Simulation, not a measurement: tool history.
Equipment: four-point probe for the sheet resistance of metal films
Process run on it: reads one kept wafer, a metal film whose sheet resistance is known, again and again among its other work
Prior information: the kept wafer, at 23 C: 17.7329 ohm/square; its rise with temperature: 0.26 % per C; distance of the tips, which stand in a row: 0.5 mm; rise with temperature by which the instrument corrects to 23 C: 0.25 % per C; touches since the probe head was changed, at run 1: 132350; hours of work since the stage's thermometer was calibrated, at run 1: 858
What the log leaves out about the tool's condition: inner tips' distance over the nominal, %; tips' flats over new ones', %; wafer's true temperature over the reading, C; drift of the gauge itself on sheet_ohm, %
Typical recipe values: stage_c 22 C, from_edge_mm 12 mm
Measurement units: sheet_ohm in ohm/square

run,hour,stage_c,from_edge_mm,touches since the probe head was changed,hours of work since the stage's thermometer was calibrated,sheet_ohm
1,0,22,12,132350,858,17.928381
2,57.4,22,12,134997,896,17.934406
3,130,22,12,138340,945,17.935713
4,201.1,22,12,141620,992,17.938954
5,233.7,22,12,143120,1014,17.942322
6,268.5,22,59,144724,1037,17.925158
7,336.6,22,59,147866,1083,17.927827
8,388.6,22,32,150263,1118,17.923954
9,427.4,22,12,152049,1144,17.952828
10,483.1,22,12,154616,1181,17.947392
11,531.1,22,12,156827,1213,17.953986
12,585.2,31,12,159321,1249,17.964286
13,657.2,26,12,162639,1298,17.974248
14,730.8,26,12,166035,1347,17.965546
15,802.7,29,12,169346,1395,17.984329
# hour 821.2: new probe head fitted
16,871,29,12,2296,1440,17.88038
17,916.9,22,12,4411,1471,17.863867
18,981.9,22,12,7409,1515,17.872783
19,1034.1,22,12,9812,1549,17.874265
20,1085.7,22,9,12192,1584,17.893096
21,1135.7,27,7,14495,1618,17.924344
22,1180.5,30,7,16560,1648,17.929241
23,1254.1,28,9,19953,1697,17.912764
24,1298.4,31,29,21996,1726,17.887207
# hour 1305.5: stage's thermometer calibrated
25,1356.7,21,5,24659,34,17.969576
26,1428.8,19,4,27981,83,18.023618
27,1486.7,19,4,30651,121,18.021936
28,1559.9,20,51,34023,170,17.879197
29,1621,20,51,36844,211,17.883381
# hour 1657.9: stage's thermometer calibrated, once more
30,1677.3,34,33,39413,13,17.925058
31,1724.7,26,47,41596,45,17.914766
32,1765.1,26,47,43458,72,17.907279
33,1810.6,26,47,45558,102,17.911348
34,1859.6,32,24,47817,135,17.924205
35,1901.5,22,3,49748,163,18.176153
36,1974.7,22,3,53123,212,18.184082
37,2042,33,7,56223,257,17.989989
38,2096.1,31,12,58716,293,17.957189
39,2138.2,31,12,60658,322,17.95429

Had the tool no unlogged condition, and each run kept its random variation, what would the results have been?
run,sheet_ohm
1,17.748635
2,17.751884
3,17.749472
4,17.749022
5,17.750937
6,17.731986
7,17.731434
8,17.725127
9,17.751635
10,17.743441
11,17.747777
12,17.75516
13,17.761297
14,17.749068
15,17.764354
16,17.758392
17,17.739824
18,17.745296
19,17.743849
20,17.759878
21,17.788551
22,17.791066
23,17.771033
24,17.743367
25,17.828246
26,17.878507
27,17.873727
28,17.728521
29,17.729377
30,17.754569
31,17.741943
32,17.732633
33,17.734162
34,17.744072
35,17.9916
36,17.995787
37,17.799731
38,17.764521
39,17.759647

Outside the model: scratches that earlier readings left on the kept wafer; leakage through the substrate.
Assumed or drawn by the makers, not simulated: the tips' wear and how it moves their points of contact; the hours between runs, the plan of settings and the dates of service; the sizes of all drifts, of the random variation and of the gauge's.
